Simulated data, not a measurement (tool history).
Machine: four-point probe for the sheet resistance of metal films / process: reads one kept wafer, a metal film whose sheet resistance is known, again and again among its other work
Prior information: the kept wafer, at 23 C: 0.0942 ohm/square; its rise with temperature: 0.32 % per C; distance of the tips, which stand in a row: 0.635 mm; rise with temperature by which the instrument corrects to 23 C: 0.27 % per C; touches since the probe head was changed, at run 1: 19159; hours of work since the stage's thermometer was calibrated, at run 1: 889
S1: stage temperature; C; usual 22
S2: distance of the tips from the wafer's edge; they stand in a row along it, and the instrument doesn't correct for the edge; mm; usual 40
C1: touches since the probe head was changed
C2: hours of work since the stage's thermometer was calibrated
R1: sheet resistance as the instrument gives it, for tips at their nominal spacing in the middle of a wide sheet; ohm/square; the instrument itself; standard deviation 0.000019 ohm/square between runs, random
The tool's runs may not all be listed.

run	hour	S1	S2	C1	C2	R1
1	0	22	40	19159	889	0.094137
2	31.2	22	40	19912	905	0.094141
3	62.6	22	40	20671	922	0.094128
4	78	22	40	21043	930	0.094131
5	100.2	22	40	21579	942	0.094123
6	113.6	22	40	21903	949	0.094137
7	146.5	29	40	22696	967	0.094419
8	173.3	29	40	23344	981	0.09448
9	196.5	29	40	23904	993	0.09447
10	225.7	32	40	24609	1009	0.094624
11	245.5	32	40	25088	1019	0.094599
12	270.2	22	15	25684	1032	0.094236
13	300.8	22	52	26424	1049	0.094179
14	327.3	22	43	27064	1063	0.094216
15	347.5	22	43	27550	1073	0.094201
16	369.5	22	5	28083	1085	0.095001
17	392.8	22	5	28645	1098	0.095024
18	418	22	3	29254	1111	0.096439
19	439.6	23	40	29774	1122	0.094287
20	456.4	23	40	30180	1131	0.094277
21	476.5	23	40	30665	1142	0.09428
22	500.3	33	3	31240	1155	0.096903
23	520.5	26	4	31729	1166	0.095684
24	548.5	24	22	32406	1180	0.094324
25	570.6	24	22	32938	1192	0.094351
# hour 572.6: stage's thermometer calibrated
26	590.9	24	22	33417	10	0.094441
27	616	22	14	34024	23	0.094417
28	632.6	19	3	34424	32	0.0964
29	655.8	27	10	34983	44	0.094721
30	680.3	25	8	35575	57	0.094758
31	710.6	27	12	36307	73	0.094687
# hour 728.3: stage's thermometer calibrated, once more
32	728.3	27	12	36723	0	0.094548
33	750	34	5	37246	12	0.095502
34	765	34	5	37608	19	0.095477
35	788.8	28	36	38185	32	0.094474
36	812	31	16	38743	45	0.094661
37	832	31	16	39226	55	0.094684
38	847.9	27	5	39612	64	0.095284
39	880.5	26	7	40399	81	0.094837
40	898.7	26	7	40838	91	0.09484
41	929.7	26	7	41585	107	0.094813
42	946.9	22	3	42002	116	0.096434

3 options for the next run, each taken on its own from the tool as it stands now. Forecast them:
A	968.7	34	32	42528	128	?
B	968.7	28	40	42528	128	?
C	968.7	33	6	42528	128	?

run	R1
A	0.094742
B	0.094499
C	0.095307
The same runs, with their run-to-run variation unchanged, on a tool lacking any hidden condition would have given:
run	R1
A	0.094668
B	0.094424
C	0.095233
